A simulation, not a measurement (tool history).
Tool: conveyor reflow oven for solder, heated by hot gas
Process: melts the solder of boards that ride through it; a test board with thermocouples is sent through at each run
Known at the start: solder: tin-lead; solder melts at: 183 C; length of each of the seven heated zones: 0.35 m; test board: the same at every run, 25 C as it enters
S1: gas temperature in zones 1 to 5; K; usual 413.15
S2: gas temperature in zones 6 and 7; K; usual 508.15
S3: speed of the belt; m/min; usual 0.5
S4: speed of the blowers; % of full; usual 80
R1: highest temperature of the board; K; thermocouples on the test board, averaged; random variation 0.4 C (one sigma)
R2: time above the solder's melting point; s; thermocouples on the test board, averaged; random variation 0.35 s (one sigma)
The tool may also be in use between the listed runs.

run,hour,S1,S2,S3,S4,R1,R2
1,0,413.15,508.15,0.5,80,490.65,63.8
2,20.2,413.15,508.15,0.5,80,489.85,64.8
3,45.4,413.15,508.15,0.5,80,490.35,64.1
4,87,413.15,508.15,0.5,80,489.85,63.7
# hour 96.1: flux residue cleaned out of gas plates and filters
5,119.6,413.15,508.15,0.5,80,489.65,63.2
# hour 130.1: thermocouples of zones 6 and 7 changed
6,160.7,413.15,508.15,0.5,80,491.75,65.3
7,193.7,405.15,508.15,0.484,80,491.75,64

Forecast run 8:
# hour 218: flux residue cleaned out of gas plates and filters, once more
8,225.7,417.15,497.15,0.549,83,?,?

R1: 482.75 K
R2: 53.6 s
Without the tool's hidden state the same run would have given R1 482.95 K, R2 53.4 s.
